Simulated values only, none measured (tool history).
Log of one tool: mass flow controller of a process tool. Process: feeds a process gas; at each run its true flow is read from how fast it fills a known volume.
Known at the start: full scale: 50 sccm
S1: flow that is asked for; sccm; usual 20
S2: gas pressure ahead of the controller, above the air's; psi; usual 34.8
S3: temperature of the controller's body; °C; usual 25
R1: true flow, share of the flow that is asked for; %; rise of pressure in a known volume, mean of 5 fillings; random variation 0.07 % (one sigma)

run	day	S1	S2	S3	R1
1	0	20	34.8	25	99.02
2	10.338	20	34.8	37	98.12
3	23.379	13	34.8	37	98.31
4	33.854	20	21	25	99.46
5	42.071	13	21	25	99.63
6	48.479	13	22.8	25	99.51
7	61.2	13	22.8	25	99.71
8	68.162	13	22.8	25	99.83
9	76.179	13	22.8	25	99.86
10	82.946	13	22.8	25	99.94
11	96.162	20	34.8	25	100.08
12	102.425	20	34.8	25	100.07
13	111.408	5	34.8	25	101.21
14	119.138	5	34.8	25	101.25
15	130.029	20	35.2	25	100.3
16	138.492	20	35.2	25	100.4
17	147.925	32	34.8	25	100.75
18	156.842	32	34.8	25	100.64
19	166.55	16	34.8	25	100.71
20	176.679	16	34.8	25	100.75
21	183.15	16	34.8	25	100.85
22	194.279	16	34.8	25	101.03
23	200.829	16	34.8	25	101.04
24	209.871	16	34.8	25	101.2
25	216.883	16	34.8	25	101.19
26	227.417	16	20.5	25	101.51
27	235.962	39	34.8	35	100.75
28	248.358	21	28.4	37	100.55
29	259.862	21	22.5	26	101.44
30	271.154	15	32.2	33	101.16
31	285.471	15	32.2	33	101.35
32	296.371	12	27.3	23	102.56
33	308.354	44	34.8	25	102.14
34	314.354	20	34.8	27	101.92
35	324.633	22	34.8	27	101.88
36	337.038	22	34.8	27	101.98
37	346.367	22	34.8	27	102.11
38	357.088	22	34.8	27	102.27
39	365.5	6	34.8	25	105.14
40	371.8	20	35.5	21	102.74
41	382.546	6	36.7	25	105.48
42	391.871	20	24.1	38	101.76
43	400.75	5	34.8	29	106.34
44	407.921	6	27	30	105.57
45	418.188	6	27	30	105.69
46	427.808	20	26.7	34	102.54
47	437.95	24	24.9	29	102.89
48	447.792	24	24.9	29	102.89
49	461.988	37	24.9	32	102.78
50	475.079	9	31	30	104.8

The same runs without the tool's hidden state, with the same run-to-run variation:
The hidden state here: flow at rest that the sensor doesn't see, % of full scale; true flow over the shown one, %; drift of the gauge itself on true_pct, %.
run	R1
1	98.81
2	97.82
3	97.78
4	98.94
5	98.88
6	98.7
7	98.75
8	98.79
9	98.74
10	98.74
11	98.98
12	98.9
13	98.44
14	98.34
15	98.87
16	98.91
17	99.41
18	99.22
19	98.78
20	98.72
21	98.75
22	98.81
23	98.76
24	98.83
25	98.75
26	98.96
27	98.8
28	98.07
29	98.86
30	98.09
31	98.12
32	98.84
33	99.7
34	98.78
35	98.77
36	98.77
37	98.82
38	98.87
39	98.39
40	99.1
41	98.43
42	97.92
43	98
44	98.1
45	98.05
46	98.37
47	98.9
48	98.81
49	99.08
50	98.09

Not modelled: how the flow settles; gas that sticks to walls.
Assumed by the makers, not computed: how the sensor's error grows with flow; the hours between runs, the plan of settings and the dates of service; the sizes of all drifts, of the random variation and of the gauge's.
